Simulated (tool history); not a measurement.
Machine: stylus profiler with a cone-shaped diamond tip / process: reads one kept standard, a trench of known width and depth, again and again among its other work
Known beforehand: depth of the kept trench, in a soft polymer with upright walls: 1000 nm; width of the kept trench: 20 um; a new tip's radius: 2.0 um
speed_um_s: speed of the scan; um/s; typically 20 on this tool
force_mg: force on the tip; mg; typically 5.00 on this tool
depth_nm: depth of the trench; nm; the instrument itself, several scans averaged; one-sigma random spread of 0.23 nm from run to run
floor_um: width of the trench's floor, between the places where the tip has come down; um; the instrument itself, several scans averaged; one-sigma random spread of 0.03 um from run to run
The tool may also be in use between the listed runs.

{"run": 1, "hour": 0.0, "speed_um_s": 20, "force_mg": 5.0, "depth_nm": 1012.99, "floor_um": 16.49}
{"run": 2, "hour": 60.1, "speed_um_s": 20, "force_mg": 5.0, "depth_nm": 1013.5, "floor_um": 16.39}
{"run": 3, "hour": 122.7, "speed_um_s": 20, "force_mg": 5.0, "depth_nm": 1013.85, "floor_um": 16.42}
{"run": 4, "hour": 160.7, "speed_um_s": 20, "force_mg": 5.0, "depth_nm": 1013.45, "floor_um": 16.42}
{"run": 5, "hour": 200.2, "speed_um_s": 20, "force_mg": 5.0, "depth_nm": 1013.93, "floor_um": 16.33}
{"run": 6, "hour": 240.1, "speed_um_s": 23, "force_mg": 5.0, "depth_nm": 1013.54, "floor_um": 16.35}
{"run": 7, "hour": 280.9, "speed_um_s": 23, "force_mg": 5.0, "depth_nm": 1013.85, "floor_um": 16.38}
{"run": 8, "hour": 336.2, "speed_um_s": 20, "force_mg": 8.56, "depth_nm": 1019.43, "floor_um": 16.31}
{"run": 9, "hour": 376.1, "speed_um_s": 20, "force_mg": 8.56, "depth_nm": 1019.52, "floor_um": 16.35}
{"run": 10, "hour": 432.8, "speed_um_s": 20, "force_mg": 8.56, "depth_nm": 1019.62, "floor_um": 16.37}
{"run": 11, "hour": 485.3, "speed_um_s": 20, "force_mg": 5.0, "depth_nm": 1013.64, "floor_um": 16.28}
{"run": 12, "hour": 518.4, "speed_um_s": 20, "force_mg": 5.0, "depth_nm": 1014.3, "floor_um": 16.28}
{"run": 13, "hour": 546.4, "speed_um_s": 9, "force_mg": 2.63, "depth_nm": 1009.59, "floor_um": 16.32}
{"run": 14, "hour": 588.6, "speed_um_s": 9, "force_mg": 2.63, "depth_nm": 1009.33, "floor_um": 16.3}
{"run": 15, "hour": 636.5, "speed_um_s": 9, "force_mg": 2.63, "depth_nm": 1009.91, "floor_um": 16.3}
{"run": 16, "hour": 689.8, "speed_um_s": 9, "force_mg": 2.63, "depth_nm": 1009.53, "floor_um": 16.19}
{"run": 17, "hour": 715.8, "speed_um_s": 20, "force_mg": 9.33, "depth_nm": 1020.74, "floor_um": 16.22}
{"run": 18, "hour": 778.0, "speed_um_s": 6, "force_mg": 13.39, "depth_nm": 1026.23, "floor_um": 16.29}
{"run": 19, "hour": 804.3, "speed_um_s": 6, "force_mg": 13.39, "depth_nm": 1026.09, "floor_um": 16.34}
{"run": 20, "hour": 846.8, "speed_um_s": 6, "force_mg": 13.39, "depth_nm": 1026.25, "floor_um": 16.31}
{"run": 21, "hour": 909.0, "speed_um_s": 6, "force_mg": 12.07, "depth_nm": 1024.98, "floor_um": 16.28}
{"run": 22, "hour": 947.5, "speed_um_s": 20, "force_mg": 2.98, "depth_nm": 1010.89, "floor_um": 16.12}
{"run": 23, "hour": 1004.0, "speed_um_s": 20, "force_mg": 2.98, "depth_nm": 1011.02, "floor_um": 16.14}
{"run": 24, "hour": 1043.1, "speed_um_s": 6, "force_mg": 7.71, "depth_nm": 1019.18, "floor_um": 16.21}

5 ways to go on from here, each from the tool as it stands after run 24. What would each give?
{"run": "A", "hour": 1102.7, "speed_um_s": 72, "force_mg": 3.05, "depth_nm": "?", "floor_um": "?"}
{"run": "B", "hour": 1102.7, "speed_um_s": 9, "force_mg": 3.69, "depth_nm": "?", "floor_um": "?"}
{"run": "C", "hour": 1102.7, "speed_um_s": 28, "force_mg": 3.5, "depth_nm": "?", "floor_um": "?"}
{"run": "D", "hour": 1102.7, "speed_um_s": 30, "force_mg": 2.67, "depth_nm": "?", "floor_um": "?"}
{"run": "E", "hour": 1102.7, "speed_um_s": 6, "force_mg": 7.71, "depth_nm": "?", "floor_um": "?"}

run=A depth_nm=1011.19 floor_um=15.76
run=B depth_nm=1012.43 floor_um=16.14
run=C depth_nm=1011.78 floor_um=16.06
run=D depth_nm=1010.51 floor_um=16.04
run=E depth_nm=1018.82 floor_um=16.18
Take away the tool's hidden state, keep each run's random variation, and the runs would have read:
run=A depth_nm=1009.26 floor_um=16.09
run=B depth_nm=1010.50 floor_um=16.46
run=C depth_nm=1009.85 floor_um=16.38
run=D depth_nm=1008.59 floor_um=16.36
run=E depth_nm=1016.88 floor_um=16.51

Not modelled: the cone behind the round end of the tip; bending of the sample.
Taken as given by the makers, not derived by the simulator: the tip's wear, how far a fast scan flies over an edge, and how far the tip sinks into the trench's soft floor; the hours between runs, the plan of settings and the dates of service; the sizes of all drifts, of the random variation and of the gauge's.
